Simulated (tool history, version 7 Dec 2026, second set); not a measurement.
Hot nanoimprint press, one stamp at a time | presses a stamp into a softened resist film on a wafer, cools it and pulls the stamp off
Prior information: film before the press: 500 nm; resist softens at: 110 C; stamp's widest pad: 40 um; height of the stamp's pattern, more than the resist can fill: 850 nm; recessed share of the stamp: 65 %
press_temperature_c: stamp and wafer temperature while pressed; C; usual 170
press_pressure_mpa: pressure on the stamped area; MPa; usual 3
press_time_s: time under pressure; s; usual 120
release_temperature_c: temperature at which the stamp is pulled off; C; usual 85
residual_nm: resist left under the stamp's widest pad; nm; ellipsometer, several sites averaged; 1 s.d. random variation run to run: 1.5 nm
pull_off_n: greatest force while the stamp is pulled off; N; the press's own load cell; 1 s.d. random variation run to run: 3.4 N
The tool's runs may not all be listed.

| run | day | press_temperature_c | press_pressure_mpa | press_time_s | release_temperature_c | residual_nm | pull_off_n |
|---|---|---|---|---|---|---|---|
| 1 | 0 | 170 | 3 | 120 | 85 | 208.5 | 279 |
| 2 | 1.1 | 181 | 3 | 120 | 85 | 121.8 | 286 |
|  | 2.121 | stamp cleaned and given a new release coat |
| 3 | 2.283 | 170 | 1.94 | 120 | 85 | 247.3 | 164 |
|  | 2.479 | plate thermocouple calibrated |
| 4 | 2.917 | 170 | 1.94 | 120 | 85 | 238.1 | 155 |
| 5 | 3.562 | 170 | 1.94 | 120 | 85 | 242.7 | 161 |
| 6 | 4.288 | 170 | 3 | 120 | 85 | 193.6 | 165 |
| 7 | 5.421 | 170 | 3 | 120 | 85 | 194.2 | 175 |
| 8 | 6.362 | 170 | 3 | 120 | 85 | 196.7 | 173 |
| 9 | 6.904 | 170 | 3 | 120 | 85 | 196.7 | 176 |
|  | 7.162 | plate thermocouple calibrated, once more |
| 10 | 7.812 | 170 | 3 | 120 | 85 | 238.8 | 186 |
| 11 | 8.517 | 170 | 3 | 219 | 85 | 189.1 | 193 |
| 12 | 9.162 | 170 | 3 | 219 | 85 | 187.5 | 181 |
| 13 | 10.008 | 170 | 3 | 219 | 85 | 189 | 185 |
| 14 | 10.946 | 170 | 3.12 | 120 | 85 | 230.8 | 200 |
| 15 | 11.725 | 170 | 3.12 | 118 | 82 | 234.2 | 212 |
| 16 | 12.6 | 170 | 3.12 | 118 | 82 | 232.1 | 204 |
| 17 | 13.612 | 170 | 3.12 | 118 | 82 | 230.1 | 206 |
| 18 | 14.696 | 163 | 2.23 | 153 | 77 | 327.2 | 213 |
| 19 | 15.746 | 163 | 2.23 | 153 | 77 | 330.6 | 229 |
| 20 | 16.312 | 171 | 4.43 | 147 | 76 | 169.9 | 223 |
| 21 | 17.188 | 167 | 3.82 | 96 | 90 | 263.2 | 212 |
| 22 | 17.704 | 178 | 2.26 | 110 | 89 | 182.3 | 215 |
| 23 | 18.433 | 173 | 4.78 | 120 | 73 | 158.2 | 239 |
| 24 | 19.117 | 173 | 4.78 | 120 | 73 | 156.6 | 245 |
| 25 | 19.879 | 164 | 3.58 | 103 | 82 | 296.9 | 233 |
| 26 | 20.696 | 164 | 3.58 | 103 | 82 | 298.7 | 247 |

Consider 4 possible next runs. They are alternatives, not a sequence: every one starts from the tool as it was left by run 26. What does each give?
| A | 21.75 | 161 | 2.29 | 120 | 93 | ? | ? |
| B | 21.75 | 169 | 1.81 | 103 | 82 | ? | ? |
| C | 21.75 | 178 | 3.58 | 64 | 88 | ? | ? |
| D | 21.75 | 161 | 3 | 141 | 85 | ? | ? |

| run | residual_nm | pull_off_n |
|---|---|---|
| A | 367.5 | 228 |
| B | 304.1 | 245 |
| C | 181.8 | 234 |
| D | 324.8 | 240 |
The same runs, with their run-to-run variation unchanged, on a tool lacking any hidden condition would have given:
| run | residual_nm | pull_off_n |
|---|---|---|
| A | 383.5 | 155 |
| B | 320.2 | 168 |
| C | 192.8 | 160 |
| D | 342.4 | 164 |
